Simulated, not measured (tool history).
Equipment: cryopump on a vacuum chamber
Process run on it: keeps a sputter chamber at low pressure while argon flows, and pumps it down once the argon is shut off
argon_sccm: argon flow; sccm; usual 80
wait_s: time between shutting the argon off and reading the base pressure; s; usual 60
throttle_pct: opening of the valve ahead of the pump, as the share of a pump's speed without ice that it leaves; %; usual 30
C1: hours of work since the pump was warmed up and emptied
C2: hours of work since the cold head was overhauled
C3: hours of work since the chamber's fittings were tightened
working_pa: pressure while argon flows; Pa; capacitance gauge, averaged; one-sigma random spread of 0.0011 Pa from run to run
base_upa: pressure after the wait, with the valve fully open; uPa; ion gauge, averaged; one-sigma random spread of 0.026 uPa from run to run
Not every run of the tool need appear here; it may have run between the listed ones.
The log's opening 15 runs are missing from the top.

Run 16, hour 340.1: usual settings; C1 301; C2 744; C3 116. Result: working_pa 0.268 Pa, base_upa 1.51 uPa.
Run 17, hour 362.9: usual settings; C1 313; C2 756; C3 128. Result: working_pa 0.2706 Pa, base_upa 1.54 uPa.
Run 18, hour 384.8: usual settings but argon_sccm 33 sccm, wait_s 21 s, throttle_pct 45 %; C1 324; C2 767; C3 139. Result: working_pa 0.0768 Pa, base_upa 3.35 uPa.
Run 19, hour 410.1: usual settings but argon_sccm 33 sccm, wait_s 21 s, throttle_pct 45 %; C1 337; C2 780; C3 152. Result: working_pa 0.0774 Pa, base_upa 3.47 uPa.
Run 20, hour 433.6: usual settings but throttle_pct 32 %; C1 349; C2 792; C3 164. Result: working_pa 0.2564 Pa, base_upa 1.66 uPa.
Run 21, hour 454.9: usual settings but argon_sccm 146 sccm; C1 359; C2 803; C3 175. Result: working_pa 0.5 Pa, base_upa 1.7 uPa.
Run 22, hour 475.8: usual settings but argon_sccm 146 sccm, throttle_pct 42 %; C1 370; C2 813; C3 185. Result: working_pa 0.3652 Pa, base_upa 1.72 uPa.
Run 23, hour 497.2: usual settings but argon_sccm 136 sccm, wait_s 23 s, throttle_pct 33 %; C1 381; C2 824; C3 196. Result: working_pa 0.4276 Pa, base_upa 3.29 uPa.
Run 24, hour 524.9: usual settings but argon_sccm 136 sccm, wait_s 23 s, throttle_pct 33 %; C1 395; C2 838; C3 210. Result: working_pa 0.4253 Pa, base_upa 3.27 uPa.
Run 25, hour 548.7: usual settings but argon_sccm 97 sccm, wait_s 252 s, throttle_pct 32 %; C1 407; C2 850; C3 223. Result: working_pa 0.317 Pa, base_upa 1.06 uPa.
Run 26, hour 566.8: usual settings but throttle_pct 29 %; C1 416; C2 860; C3 232. Result: working_pa 0.2836 Pa, base_upa 1.82 uPa.
Run 27, hour 587.8: usual settings but argon_sccm 151 sccm, wait_s 49 s, throttle_pct 29 %; C1 427; C2 870; C3 242. Result: working_pa 0.5366 Pa, base_upa 2.06 uPa.
Run 28, hour 606: usual settings but argon_sccm 151 sccm, wait_s 49 s, throttle_pct 29 %; C1 436; C2 880; C3 252. Result: working_pa 0.5395 Pa, base_upa 2.16 uPa.
At hour 616.2: pump warmed up, emptied and cooled again.
Run 29, hour 641.7: usual settings but argon_sccm 129 sccm, wait_s 49 s, throttle_pct 19 %; C1 13; C2 895; C3 267. Result: working_pa 0.6533 Pa, base_upa 1.93 uPa.
Run 30, hour 667.1: usual settings but argon_sccm 56 sccm, wait_s 51 s; C1 26; C2 908; C3 280. Result: working_pa 0.1805 Pa, base_upa 1.99 uPa.
Run 31, hour 698.4: usual settings but argon_sccm 42 sccm; C1 42; C2 924; C3 296. Result: working_pa 0.136 Pa, base_upa 1.86 uPa.
Run 32, hour 720.4: usual settings but argon_sccm 54 sccm, wait_s 216 s; C1 53; C2 935; C3 307. Result: working_pa 0.1748 Pa, base_upa 1.17 uPa.
Run 33, hour 747.5: usual settings but argon_sccm 43 sccm, throttle_pct 49 %; C1 67; C2 949; C3 321. Result: working_pa 0.0862 Pa, base_upa 1.86 uPa.
Run 34, hour 765.1: usual settings but argon_sccm 69 sccm, wait_s 40 s, throttle_pct 15 %; C1 76; C2 958; C3 330. Result: working_pa 0.4466 Pa, base_upa 2.38 uPa.

Consider 4 possible next runs. They are alternatives, not a sequence: every one starts from the tool as it was left by run 34. What does each give?
Run A, hour 780: usual settings but wait_s 125 s; C1 83; C2 966; C3 338. Result: working_pa ?, base_upa ?.
Run B, hour 780: usual settings but argon_sccm 69 sccm, wait_s 116 s, throttle_pct 15 %; C1 83; C2 966; C3 338. Result: working_pa ?, base_upa ?.
Run C, hour 780: usual settings but argon_sccm 32 sccm, wait_s 129 s, throttle_pct 15 %; C1 83; C2 966; C3 338. Result: working_pa ?, base_upa ?.
Run D, hour 780: usual settings but argon_sccm 41 sccm, wait_s 40 s, throttle_pct 27 %; C1 83; C2 966; C3 338. Result: working_pa ?, base_upa ?.

run  working_pa  base_upa
  A      0.2601      1.43
  B      0.4421      1.46
  C      0.2064      1.46
  D      0.1481      2.35
Had the tool no hidden state, the same runs would have come out as:
run  working_pa  base_upa
  A      0.2562      0.63
  B      0.4387      0.67
  C      0.2048      0.66
  D      0.1461      1.58

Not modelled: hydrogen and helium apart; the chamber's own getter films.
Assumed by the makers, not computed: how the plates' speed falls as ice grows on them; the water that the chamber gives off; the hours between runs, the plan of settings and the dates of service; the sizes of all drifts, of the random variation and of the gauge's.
